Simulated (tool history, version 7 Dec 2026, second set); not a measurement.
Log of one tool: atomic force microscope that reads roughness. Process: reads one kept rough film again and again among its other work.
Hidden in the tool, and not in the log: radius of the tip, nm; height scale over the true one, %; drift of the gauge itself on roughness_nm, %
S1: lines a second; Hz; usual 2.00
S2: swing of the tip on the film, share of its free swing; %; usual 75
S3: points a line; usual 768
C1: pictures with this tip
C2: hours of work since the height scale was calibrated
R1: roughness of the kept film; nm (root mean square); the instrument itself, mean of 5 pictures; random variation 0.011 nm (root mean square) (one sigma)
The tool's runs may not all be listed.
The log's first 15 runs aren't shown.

run	day	S1	S2	S3	C1	C2	R1
16	5.221	2.00	87	768	75	215	2.336
17	5.433	2.00	75	286	87	219	2.454
18	5.742	2.00	75	292	105	224	2.435
19	6.042	2.70	60	533	122	229	2.518
20	6.233	0.54	75	704	133	232	2.575
21	6.529	0.54	75	704	150	237	2.533
22	6.821	0.54	75	704	167	242	2.510
23	7.146	0.91	75	319	186	247	2.435
24	7.550	2.23	84	264	210	254	2.185
25	7.738	0.59	88	264	221	257	2.395
26	7.925	2.23	83	471	231	260	2.192
27	8.308	1.63	85	768	254	267	2.232
# day 8.417: new tip fitted
28	8.742	2.94	74	768	19	274	2.477
29	9.008	0.98	87	438	34	278	2.547
30	9.267	1.45	85	438	49	282	2.478
31	9.454	1.19	68	514	60	286	2.641
32	9.875	1.15	61	670	85	293	2.635
33	10.125	2.00	88	346	99	297	2.296
34	10.350	2.00	88	346	112	300	2.259
35	10.708	2.00	88	346	133	306	2.244

Forecast each of these 3 alternatives for the next run:
A	10.921	1.62	88	608	145	310	?
B	10.921	3.51	67	768	145	310	?
C	10.921	0.52	65	989	145	310	?

run	R1
A	2.321
B	2.387
C	2.589
Without the tool's hidden state the same runs would have given:
run	R1
A	2.491
B	2.562
C	2.779

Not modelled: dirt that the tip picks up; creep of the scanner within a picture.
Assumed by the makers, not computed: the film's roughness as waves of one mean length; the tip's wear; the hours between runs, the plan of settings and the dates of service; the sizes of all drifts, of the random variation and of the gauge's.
